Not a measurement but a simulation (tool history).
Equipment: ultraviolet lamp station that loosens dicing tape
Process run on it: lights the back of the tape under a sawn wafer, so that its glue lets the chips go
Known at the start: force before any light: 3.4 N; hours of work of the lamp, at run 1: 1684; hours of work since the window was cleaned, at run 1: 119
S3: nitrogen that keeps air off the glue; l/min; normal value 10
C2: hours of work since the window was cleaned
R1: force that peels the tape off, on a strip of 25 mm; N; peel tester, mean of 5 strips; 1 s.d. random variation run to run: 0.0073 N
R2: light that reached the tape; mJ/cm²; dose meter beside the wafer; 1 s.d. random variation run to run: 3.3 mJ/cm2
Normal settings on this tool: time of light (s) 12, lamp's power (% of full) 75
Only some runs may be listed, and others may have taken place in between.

Run 1, day 0: usual settings; hours of work of the lamp 1684; C2 119. Result: R1 0.434 N, R2 323 mJ/cm².
At day 1.779: lamp changed.
Run 2, day 2.421: usual settings; hours of work of the lamp 9; C2 154. Result: R1 0.279 N, R2 491 mJ/cm².
Run 3, day 4.471: usual settings; hours of work of the lamp 39; C2 184. Result: R1 0.276 N, R2 479 mJ/cm².
Run 4, day 6.262: usual settings; hours of work of the lamp 65; C2 210. Result: R1 0.283 N, R2 472 mJ/cm².
Run 5, day 9.612: usual settings; hours of work of the lamp 114; C2 258. Result: R1 0.285 N, R2 465 mJ/cm².
At day 10.733: window cleaned of glue's vapour.
Run 6, day 12.367: usual settings; hours of work of the lamp 153; C2 24. Result: R1 0.309 N, R2 424 mJ/cm².
Run 7, day 14.958: usual settings; hours of work of the lamp 191; C2 61. Result: R1 0.315 N, R2 420 mJ/cm².
Run 8, day 17.821: usual settings; hours of work of the lamp 232; C2 103. Result: R1 0.335 N, R2 410 mJ/cm².
Run 9, day 20.088: usual settings but time of light (s) 14; hours of work of the lamp 265; C2 136. Result: R1 0.293 N, R2 469 mJ/cm².
Run 10, day 22.85: usual settings but time of light (s) 14, lamp's power (% of full) 67; hours of work of the lamp 305; C2 176. Result: R1 0.346 N, R2 412 mJ/cm².
At day 24.971: window cleaned of glue's vapour, once more.
Run 11, day 25.85: usual settings but time of light (s) 14, lamp's power (% of full) 67; hours of work of the lamp 348; C2 13. Result: R1 0.274 N, R2 501 mJ/cm².
Run 12, day 27.488: usual settings but lamp's power (% of full) 84, S3 6 l/min; hours of work of the lamp 372; C2 36. Result: R1 0.307 N, R2 532 mJ/cm².
Run 13, day 30.929: usual settings but time of light (s) 7, S3 7 l/min; hours of work of the lamp 422; C2 86. Result: R1 0.672 N, R2 269 mJ/cm².
Run 14, day 34.592: usual settings but time of light (s) 14, lamp's power (% of full) 88; hours of work of the lamp 475; C2 139. Result: R1 0.248 N, R2 612 mJ/cm².
Run 15, day 37.083: usual settings but time of light (s) 15, lamp's power (% of full) 84, S3 8 l/min; hours of work of the lamp 511; C2 176. Result: R1 0.248 N, R2 607 mJ/cm².
Run 16, day 39.354: usual settings but time of light (s) 9, lamp's power (% of full) 86, S3 6 l/min; hours of work of the lamp 544; C2 208. Result: R1 0.478 N, R2 367 mJ/cm².
Run 17, day 42.771: usual settings but S3 13 l/min; hours of work of the lamp 593; C2 258. Result: R1 0.286 N, R2 421 mJ/cm².
At day 44.083: window cleaned of glue's vapour.
Run 18, day 45.208: usual settings but time of light (s) 16, lamp's power (% of full) 62, S3 18 l/min; hours of work of the lamp 629; C2 16. Result: R1 0.252 N, R2 488 mJ/cm².
Run 19, day 47.717: usual settings but lamp's power (% of full) 81; hours of work of the lamp 665; C2 53. Result: R1 0.291 N, R2 472 mJ/cm².
Run 20, day 50.596: usual settings but lamp's power (% of full) 81; hours of work of the lamp 707; C2 94. Result: R1 0.3 N, R2 460 mJ/cm².
Run 21, day 53.692: usual settings but lamp's power (% of full) 84, S3 12 l/min; hours of work of the lamp 751; C2 139. Result: R1 0.267 N, R2 467 mJ/cm².

4 ways to go on from here, each from the tool as it stands after run 21. What would each give?
Run A, day 56.671: usual settings but lamp's power (% of full) 85, S3 12 l/min; hours of work of the lamp 795; C2 182. Result: R1 ?, R2 ?.
Run B, day 56.671: usual settings but time of light (s) 11, S3 5 l/min; hours of work of the lamp 795; C2 182. Result: R1 ?, R2 ?.
Run C, day 56.671: usual settings but time of light (s) 15, lamp's power (% of full) 100, S3 5 l/min; hours of work of the lamp 795; C2 182. Result: R1 ?, R2 ?.
Run D, day 56.671: usual settings but lamp's power (% of full) 80; hours of work of the lamp 795; C2 182. Result: R1 ?, R2 ?.

run     R1   R2
  A  0.274  464
  B  0.517  375
  C  0.267  676
  D  0.297  428
Without the tool's unlogged condition, the same runs would have read:
run     R1   R2
  A  0.239  596
  B  0.372  482
  C  0.236  870
  D  0.245  551

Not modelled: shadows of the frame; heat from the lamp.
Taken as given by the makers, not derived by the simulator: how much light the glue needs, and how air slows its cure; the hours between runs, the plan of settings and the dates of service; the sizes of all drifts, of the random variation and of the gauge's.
